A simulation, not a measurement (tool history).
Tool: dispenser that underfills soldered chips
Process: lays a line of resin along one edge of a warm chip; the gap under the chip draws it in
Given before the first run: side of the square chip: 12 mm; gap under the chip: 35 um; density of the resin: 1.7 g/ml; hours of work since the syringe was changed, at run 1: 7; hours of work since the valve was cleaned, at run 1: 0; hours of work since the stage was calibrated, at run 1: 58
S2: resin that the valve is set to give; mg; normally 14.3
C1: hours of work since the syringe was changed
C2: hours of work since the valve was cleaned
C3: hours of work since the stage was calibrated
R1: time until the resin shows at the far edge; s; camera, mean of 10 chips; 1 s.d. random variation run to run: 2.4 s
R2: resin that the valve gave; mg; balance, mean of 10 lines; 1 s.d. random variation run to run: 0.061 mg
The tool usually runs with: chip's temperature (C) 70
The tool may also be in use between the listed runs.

Run 1, day 0: usual settings; C1 7; C2 0; C3 58. Result: R1 322.8 s, R2 14.28 mg.
At day 0.108: new syringe of resin.
Run 2, day 0.196: usual settings; C1 2; C2 4; C3 61. Result: R1 249.6 s, R2 14.26 mg.
Run 3, day 0.292: usual settings; C1 3; C2 5; C3 63. Result: R1 269.5 s, R2 14.28 mg.
Run 4, day 0.458: usual settings; C1 6; C2 8; C3 66. Result: R1 311.1 s, R2 14.24 mg.
Run 5, day 0.546: usual settings but chip's temperature (C) 59; C1 8; C2 10; C3 67. Result: R1 535.1 s, R2 14.17 mg.
At day 0.596: new syringe of resin.
Run 6, day 0.75: usual settings; C1 3; C2 13; C3 71. Result: R1 264.6 s, R2 14.19 mg.
Run 7, day 0.896: usual settings; C1 5; C2 16; C3 73. Result: R1 294.6 s, R2 14 mg.
Run 8, day 1.017: usual settings; C1 8; C2 18; C3 76. Result: R1 334.9 s, R2 13.9 mg.
At day 1.079: new syringe of resin.
Run 9, day 1.129: usual settings but S2 16.5 mg; C1 1; C2 20; C3 77. Result: R1 236.7 s, R2 16.23 mg.
Run 10, day 1.217: usual settings but S2 16.5 mg; C1 3; C2 22; C3 79. Result: R1 257.7 s, R2 16.29 mg.
Run 11, day 1.312: usual settings; C1 4; C2 23; C3 81. Result: R1 280 s, R2 13.98 mg.
Run 12, day 1.421: usual settings; C1 6; C2 25; C3 83. Result: R1 308.9 s, R2 13.98 mg.
At day 1.571: new syringe of resin.
Run 13, day 1.579: usual settings but S2 17.7 mg; C1 0; C2 28; C3 85. Result: R1 229.9 s, R2 17.15 mg.
Run 14, day 1.754: usual settings but chip's temperature (C) 56, S2 16 mg; C1 3; C2 31; C3 88. Result: R1 479.9 s, R2 15.53 mg.
Run 15, day 1.888: usual settings but chip's temperature (C) 61, S2 18.1 mg; C1 6; C2 33; C3 91. Result: R1 437.8 s, R2 17.44 mg.
At day 2.054: new syringe of resin.
Run 16, day 2.062: usual settings but chip's temperature (C) 63, S2 14.4 mg; C1 0; C2 36; C3 94. Result: R1 312.5 s, R2 13.88 mg.
Run 17, day 2.154: usual settings but chip's temperature (C) 62, S2 13.4 mg; C1 2; C2 38; C3 95. Result: R1 357.1 s, R2 12.9 mg.
Run 18, day 2.254: usual settings but chip's temperature (C) 62, S2 13.4 mg; C1 4; C2 40; C3 97. Result: R1 390.7 s, R2 12.95 mg.
Run 19, day 2.4: usual settings but S2 16.3 mg; C1 6; C2 42; C3 100. Result: R1 316.2 s, R2 15.55 mg.
At day 2.538: new syringe of resin.
Run 20, day 2.554: usual settings but S2 16.3 mg; C1 0; C2 45; C3 102. Result: R1 232.1 s, R2 15.71 mg.
Run 21, day 2.692: usual settings but S2 16.3 mg; C1 3; C2 47; C3 105. Result: R1 262.9 s, R2 15.6 mg.

Forecast each of these 5 alternatives for the next run:
Run A, day 2.825: usual settings but S2 18.5 mg; C1 5; C2 50; C3 107. Result: R1 ?, R2 ?.
Run B, day 2.825: usual settings but chip's temperature (C) 82, S2 15.3 mg; C1 5; C2 50; C3 107. Result: R1 ?, R2 ?.
Run C, day 2.825: usual settings but chip's temperature (C) 63, S2 14.4 mg; C1 5; C2 50; C3 107. Result: R1 ?, R2 ?.
Run D, day 2.825: usual settings but S2 12.5 mg; C1 5; C2 50; C3 107. Result: R1 ?, R2 ?.
Run E, day 2.825: usual settings but chip's temperature (C) 56, S2 18 mg; C1 5; C2 50; C3 107. Result: R1 ?, R2 ?.

run     R1     R2
  A  296.8  17.69
  B  187.6  14.49
  C  388.7  13.78
  D  303.5     12
  E  533.9   17.1
Take away the tool's hidden state, keep each run's random variation, and the runs would have read:
run     R1     R2
  A  238.3  18.53
  B    150  15.19
  C  311.3  14.43
  D  241.5  12.57
  E  429.6  17.92
